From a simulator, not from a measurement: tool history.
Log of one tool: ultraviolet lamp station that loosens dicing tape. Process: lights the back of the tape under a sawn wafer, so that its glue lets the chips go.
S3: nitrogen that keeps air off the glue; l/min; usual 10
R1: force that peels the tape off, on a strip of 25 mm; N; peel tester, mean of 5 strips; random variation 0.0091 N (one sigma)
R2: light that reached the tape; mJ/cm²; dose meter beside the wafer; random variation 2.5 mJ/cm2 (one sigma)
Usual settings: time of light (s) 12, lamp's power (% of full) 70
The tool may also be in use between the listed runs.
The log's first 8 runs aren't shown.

Run 9, hour 329.7: usual settings but lamp's power (% of full) 87. Result: R1 0.623 N, R2 212 mJ/cm².
Run 10, hour 354: usual settings but lamp's power (% of full) 87. Result: R1 0.658 N, R2 205 mJ/cm².
Run 11, hour 401.6: usual settings but lamp's power (% of full) 87. Result: R1 0.667 N, R2 208 mJ/cm².
At hour 405.5: window cleaned of glue's vapour.
Run 12, hour 453.2: usual settings but lamp's power (% of full) 87. Result: R1 0.653 N, R2 210 mJ/cm².
Run 13, hour 489.5: usual settings but lamp's power (% of full) 87. Result: R1 0.669 N, R2 209 mJ/cm².
Run 14, hour 522.1: usual settings but lamp's power (% of full) 87. Result: R1 0.675 N, R2 205 mJ/cm².
Run 15, hour 551.7: usual settings but S3 12 l/min. Result: R1 0.976 N, R2 163 mJ/cm².
Run 16, hour 578.5: usual settings but time of light (s) 20. Result: R1 0.443 N, R2 265 mJ/cm².
At hour 595.7: lamp changed.
Run 17, hour 607.1: usual settings but time of light (s) 20, lamp's power (% of full) 67. Result: R1 0.221 N, R2 443 mJ/cm².
Run 18, hour 646.7: usual settings but time of light (s) 20, lamp's power (% of full) 67. Result: R1 0.224 N, R2 433 mJ/cm².
Run 19, hour 679.1: usual settings but time of light (s) 20, lamp's power (% of full) 67. Result: R1 0.236 N, R2 427 mJ/cm².
Run 20, hour 702.7: usual settings but time of light (s) 6, S3 6 l/min. Result: R1 1.6 N, R2 133 mJ/cm².
Run 21, hour 751.6: usual settings but time of light (s) 6, S3 6 l/min. Result: R1 1.585 N, R2 128 mJ/cm².
Run 22, hour 783.5: usual settings but time of light (s) 6, S3 6 l/min. Result: R1 1.6 N, R2 129 mJ/cm².
At hour 811.7: window cleaned of glue's vapour.
Run 23, hour 825.7: usual settings but time of light (s) 6, lamp's power (% of full) 65, S3 16 l/min. Result: R1 1.232 N, R2 124 mJ/cm².
Run 24, hour 856.2: usual settings but time of light (s) 6, lamp's power (% of full) 65, S3 16 l/min. Result: R1 1.24 N, R2 122 mJ/cm².
Run 25, hour 904.6: usual settings but lamp's power (% of full) 62, S3 9 l/min. Result: R1 0.567 N, R2 231 mJ/cm².
Run 26, hour 931.4: usual settings but lamp's power (% of full) 66. Result: R1 0.51 N, R2 245 mJ/cm².
Run 27, hour 978.4: usual settings but time of light (s) 23, lamp's power (% of full) 74, S3 20 l/min. Result: R1 0.193 N, R2 523 mJ/cm².
Run 28, hour 1028.2: usual settings but time of light (s) 9, lamp's power (% of full) 94, S3 9 l/min. Result: R1 0.487 N, R2 253 mJ/cm².
Run 29, hour 1055.7: usual settings but time of light (s) 9, lamp's power (% of full) 61, S3 6 l/min. Result: R1 1.236 N, R2 161 mJ/cm².
Run 30, hour 1107.3: usual settings but time of light (s) 9, lamp's power (% of full) 61, S3 6 l/min. Result: R1 1.264 N, R2 161 mJ/cm².
Run 31, hour 1135.8: usual settings but time of light (s) 15, lamp's power (% of full) 89, S3 14 l/min. Result: R1 0.243 N, R2 383 mJ/cm².

Forecast each of these 4 alternatives for the next run:
Run A, hour 1177.9: usual settings. Result: R1 ?, R2 ?.
Run B, hour 1177.9: usual settings but time of light (s) 15, lamp's power (% of full) 83, S3 6 l/min. Result: R1 ?, R2 ?.
Run C, hour 1177.9: usual settings but time of light (s) 10, lamp's power (% of full) 72. Result: R1 ?, R2 ?.
Run D, hour 1177.9: usual settings but lamp's power (% of full) 76, S3 5 l/min. Result: R1 ?, R2 ?.

run     R1   R2
  A  0.539  237
  B  0.339  353
  C  0.693  204
  D  0.653  262
Without the tool's hidden state the same runs would have given:
run     R1   R2
  A  0.397  285
  B  0.264  424
  C  0.506  244
  D  0.475  313
